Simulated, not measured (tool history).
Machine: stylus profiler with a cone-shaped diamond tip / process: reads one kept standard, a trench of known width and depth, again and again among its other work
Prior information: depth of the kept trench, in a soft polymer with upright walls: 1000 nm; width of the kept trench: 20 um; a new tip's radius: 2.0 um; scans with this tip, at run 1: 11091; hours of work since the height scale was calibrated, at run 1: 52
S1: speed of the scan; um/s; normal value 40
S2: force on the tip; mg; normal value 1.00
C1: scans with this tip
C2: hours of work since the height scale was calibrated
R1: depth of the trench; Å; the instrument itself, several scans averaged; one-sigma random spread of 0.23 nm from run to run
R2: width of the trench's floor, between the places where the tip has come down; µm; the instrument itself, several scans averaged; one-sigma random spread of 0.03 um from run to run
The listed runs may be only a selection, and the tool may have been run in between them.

{"run": 1, "hour": 0.0, "S1": 40, "S2": 1.0, "C1": 11091, "C2": 52, "R1": 10080.9, "R2": 15.34}
{"run": 2, "hour": 105.1, "S1": 40, "S2": 1.0, "C1": 11716, "C2": 107, "R1": 10083.8, "R2": 15.28}
{"run": 3, "hour": 195.2, "S1": 40, "S2": 1.0, "C1": 12251, "C2": 154, "R1": 10091.1, "R2": 15.24}
{"run": 4, "hour": 295.4, "S1": 40, "S2": 1.0, "C1": 12846, "C2": 206, "R1": 10091.8, "R2": 15.14}
{"run": 5, "hour": 358.7, "S1": 40, "S2": 1.0, "C1": 13223, "C2": 239, "R1": 10092.5, "R2": 15.18}
{"run": 6, "hour": 427.5, "S1": 40, "S2": 1.0, "C1": 13632, "C2": 275, "R1": 10093.1, "R2": 15.09}
{"run": 7, "hour": 534.0, "S1": 102, "S2": 1.0, "C1": 14265, "C2": 331, "R1": 10094.0, "R2": 14.85}
{"run": 8, "hour": 651.7, "S1": 115, "S2": 1.0, "C1": 14964, "C2": 392, "R1": 10090.7, "R2": 14.76}
{"run": 9, "hour": 733.2, "S1": 115, "S2": 1.0, "C1": 15449, "C2": 435, "R1": 10093.2, "R2": 14.72}
{"hour": 740.4, "done": "height scale calibrated on a step standard"}
{"hour": 790.9, "done": "new tip fitted, height scale calibrated"}
{"run": 10, "hour": 793.7, "S1": 59, "S2": 1.96, "C1": 16, "C2": 1, "R1": 10126.9, "R2": 16.45}
{"run": 11, "hour": 873.3, "S1": 59, "S2": 1.96, "C1": 490, "C2": 43, "R1": 10128.5, "R2": 16.41}

For run 12, what comes out?
{"run": 12, "hour": 944.2, "S1": 59, "S2": 1.96, "C1": 911, "C2": 80, "R1": "?", "R2": "?"}

R1: 10129.5 Å
R2: 16.37 µm
Without the tool's hidden state the same run would have given R1 10129.2 Å, R2 16.39 µm.
